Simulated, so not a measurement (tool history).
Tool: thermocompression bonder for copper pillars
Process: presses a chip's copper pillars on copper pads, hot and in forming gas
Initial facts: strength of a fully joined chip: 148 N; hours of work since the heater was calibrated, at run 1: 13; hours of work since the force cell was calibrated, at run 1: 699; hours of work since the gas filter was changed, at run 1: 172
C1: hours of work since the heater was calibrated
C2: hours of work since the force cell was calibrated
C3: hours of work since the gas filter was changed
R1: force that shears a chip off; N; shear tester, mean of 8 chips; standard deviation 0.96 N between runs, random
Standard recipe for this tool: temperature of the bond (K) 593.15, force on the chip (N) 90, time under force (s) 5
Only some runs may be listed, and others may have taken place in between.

run 1 hour=0 | temperature_of_the_bond_(K)=593.15 force_on_the_chip_(N)=90 time_under_force_(s)=5 | C1=13 C2=699 C3=172 | R1=93.6
run 2 hour=7.7 | temperature_of_the_bond_(K)=593.15 force_on_the_chip_(N)=90 time_under_force_(s)=5 | C1=16 C2=702 C3=175 | R1=93.9
run 3 hour=11.7 | temperature_of_the_bond_(K)=593.15 force_on_the_chip_(N)=90 time_under_force_(s)=5 | C1=17 C2=704 C3=177 | R1=93.2
run 4 hour=20 | temperature_of_the_bond_(K)=593.15 force_on_the_chip_(N)=90 time_under_force_(s)=5 | C1=21 C2=708 C3=180 | R1=93.1
run 5 hour=28.1 | temperature_of_the_bond_(K)=593.15 force_on_the_chip_(N)=90 time_under_force_(s)=5 | C1=24 C2=711 C3=183 | R1=91.1
run 6 hour=35.5 | temperature_of_the_bond_(K)=593.15 force_on_the_chip_(N)=90 time_under_force_(s)=5 | C1=27 C2=714 C3=187 | R1=92.8
run 7 hour=42.1 | temperature_of_the_bond_(K)=593.15 force_on_the_chip_(N)=90 time_under_force_(s)=5 | C1=30 C2=717 C3=189 | R1=94.7
run 8 hour=48 | temperature_of_the_bond_(K)=605.15 force_on_the_chip_(N)=90 time_under_force_(s)=13 | C1=32 C2=719 C3=192 | R1=125.8
run 9 hour=51.7 | temperature_of_the_bond_(K)=610.15 force_on_the_chip_(N)=90 time_under_force_(s)=7 | C1=34 C2=721 C3=193 | R1=115.4
run 10 hour=60.5 | temperature_of_the_bond_(K)=598.15 force_on_the_chip_(N)=95 time_under_force_(s)=5 | C1=38 C2=724 C3=197 | R1=101.8
run 11 hour=66.5 | temperature_of_the_bond_(K)=601.15 force_on_the_chip_(N)=89 time_under_force_(s)=5 | C1=40 C2=727 C3=199 | R1=101.9
run 12 hour=72.9 | temperature_of_the_bond_(K)=609.15 force_on_the_chip_(N)=75 time_under_force_(s)=11 | C1=43 C2=729 C3=202 | R1=119.2
run 13 hour=79.4 | temperature_of_the_bond_(K)=609.15 force_on_the_chip_(N)=75 time_under_force_(s)=11 | C1=45 C2=732 C3=205 | R1=120.2

4 options for the next run, each taken on its own from the tool as it stands now. Forecast them:
run A hour=86.6 | temperature_of_the_bond_(K)=607.15 force_on_the_chip_(N)=90 time_under_force_(s)=5 | C1=48 C2=735 C3=208 | R1=?
run B hour=86.6 | temperature_of_the_bond_(K)=577.15 force_on_the_chip_(N)=75 time_under_force_(s)=14 | C1=48 C2=735 C3=208 | R1=?
run C hour=86.6 | temperature_of_the_bond_(K)=586.15 force_on_the_chip_(N)=101 time_under_force_(s)=3 | C1=48 C2=735 C3=208 | R1=?
run D hour=86.6 | temperature_of_the_bond_(K)=586.15 force_on_the_chip_(N)=75 time_under_force_(s)=11 | C1=48 C2=735 C3=208 | R1=?

run=A R1=103.1
run=B R1=98.3
run=C R1=78.8
run=D R1=100
The same runs, with their run-to-run variation unchanged, on a tool lacking any hidden condition would have given:
run=A R1=103.1
run=B R1=98.3
run=C R1=78.9
run=D R1=100

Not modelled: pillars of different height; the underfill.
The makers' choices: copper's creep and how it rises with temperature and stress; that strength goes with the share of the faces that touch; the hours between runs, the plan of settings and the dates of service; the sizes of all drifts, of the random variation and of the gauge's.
